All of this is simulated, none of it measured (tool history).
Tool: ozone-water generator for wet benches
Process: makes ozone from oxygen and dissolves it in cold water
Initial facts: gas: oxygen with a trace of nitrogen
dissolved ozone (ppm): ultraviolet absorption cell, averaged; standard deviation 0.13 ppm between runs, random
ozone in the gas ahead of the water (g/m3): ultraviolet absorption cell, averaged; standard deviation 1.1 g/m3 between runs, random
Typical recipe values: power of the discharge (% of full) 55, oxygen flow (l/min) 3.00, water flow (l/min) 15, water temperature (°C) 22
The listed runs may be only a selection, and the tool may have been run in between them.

| run | hour | power of the discharge (% of full) | oxygen flow (l/min) | water flow (l/min) | water temperature (°C) | dissolved ozone (ppm) | ozone in the gas ahead of the water (g/m3) |
|---|---|---|---|---|---|---|---|
| 1 | 0.0 | 55 | 3.00 | 15 | 22 | 14.4 | 190.4 |
| 2 | 105.8 | 81 | 3.00 | 15 | 22 | 18.3 | 244.3 |
| 3 | 223.2 | 55 | 3.00 | 18 | 22 | 12.5 | 188.7 |
| 4 | 294.2 | 55 | 3.00 | 18 | 22 | 12.5 | 189.5 |
| 5 | 376.2 | 55 | 3.00 | 18 | 22 | 12.2 | 188.6 |
| 6 | 497.8 | 55 | 3.00 | 18 | 22 | 12.5 | 186.9 |
| 7 | 601.9 | 55 | 3.00 | 15 | 24 | 14.2 | 186.0 |
| 8 | 685.4 | 55 | 3.00 | 15 | 24 | 14.2 | 188.7 |
| 9 | 775.6 | 86 | 3.00 | 15 | 22 | 19.2 | 248.4 |
| 10 | 842.5 | 41 | 3.00 | 15 | 22 | 12.1 | 153.2 |
| 11 | 912.9 | 55 | 3.00 | 11 | 22 | 18.1 | 186.0 |
| 12 | 971.9 | 55 | 3.00 | 15 | 22 | 14.4 | 185.6 |
| 13 | 1086.6 | 55 | 3.00 | 15 | 22 | 14.5 | 186.4 |
| 14 | 1162.9 | 55 | 3.00 | 15 | 22 | 14.6 | 184.5 |
| 15 | 1263.3 | 67 | 3.00 | 15 | 22 | 16.5 | 210.1 |
| 16 | 1335.0 | 67 | 3.00 | 15 | 22 | 16.2 | 209.8 |
| 17 | 1437.1 | 67 | 3.00 | 15 | 22 | 16.4 | 208.2 |
|  | 1506.4 | gauge calibrated |
| 18 | 1533.1 | 67 | 3.00 | 15 | 22 | 16.4 | 215.4 |
| 19 | 1601.5 | 67 | 5.26 | 15 | 18 | 16.4 | 150.9 |
| 20 | 1680.2 | 73 | 4.27 | 15 | 22 | 16.7 | 182.1 |
| 21 | 1745.3 | 53 | 4.27 | 15 | 22 | 13.8 | 147.5 |
| 22 | 1833.2 | 55 | 3.00 | 15 | 28 | 13.3 | 188.3 |
| 23 | 1921.6 | 55 | 3.00 | 13 | 26 | 15.0 | 190.2 |
| 24 | 2047.3 | 55 | 3.00 | 13 | 26 | 15.2 | 186.2 |
| 25 | 2168.8 | 58 | 3.00 | 21 | 22 | 11.2 | 193.1 |
| 26 | 2297.7 | 58 | 3.00 | 21 | 22 | 11.4 | 192.9 |
| 27 | 2407.1 | 55 | 2.31 | 15 | 22 | 14.5 | 219.2 |
| 28 | 2498.4 | 49 | 2.84 | 15 | 22 | 13.5 | 178.7 |
| 29 | 2597.4 | 49 | 2.84 | 15 | 22 | 13.5 | 180.7 |
| 30 | 2718.9 | 77 | 2.53 | 18 | 18 | 15.9 | 255.5 |
| 31 | 2813.4 | 77 | 2.53 | 18 | 18 | 15.9 | 253.6 |
| 32 | 2914.3 | 77 | 2.53 | 18 | 18 | 16.0 | 255.3 |

Predict each of these 5 candidate next runs independently; none follows another, all start after run 32:
| A | 3004.1 | 83 | 1.67 | 15 | 22 | ? | ? |
| B | 3004.1 | 77 | 2.53 | 14 | 18 | ? | ? |
| C | 3004.1 | 77 | 1.55 | 18 | 18 | ? | ? |
| D | 3004.1 | 77 | 2.53 | 23 | 18 | ? | ? |
| E | 3004.1 | 50 | 2.38 | 15 | 22 | ? | ? |

| run | dissolved ozone (ppm) | ozone in the gas ahead of the water (g/m3) |
|---|---|---|
| A | 18.6 | 348.2 |
| B | 20.0 | 252.9 |
| C | 15.1 | 350.5 |
| D | 13.1 | 257.3 |
| E | 13.7 | 202.5 |
Without the tool's hidden state the same runs would have given:
| run | dissolved ozone (ppm) | ozone in the gas ahead of the water (g/m3) |
|---|---|---|
| A | 18.6 | 359.0 |
| B | 20.0 | 260.7 |
| C | 15.1 | 361.3 |
| D | 13.1 | 265.2 |
| E | 13.7 | 208.7 |
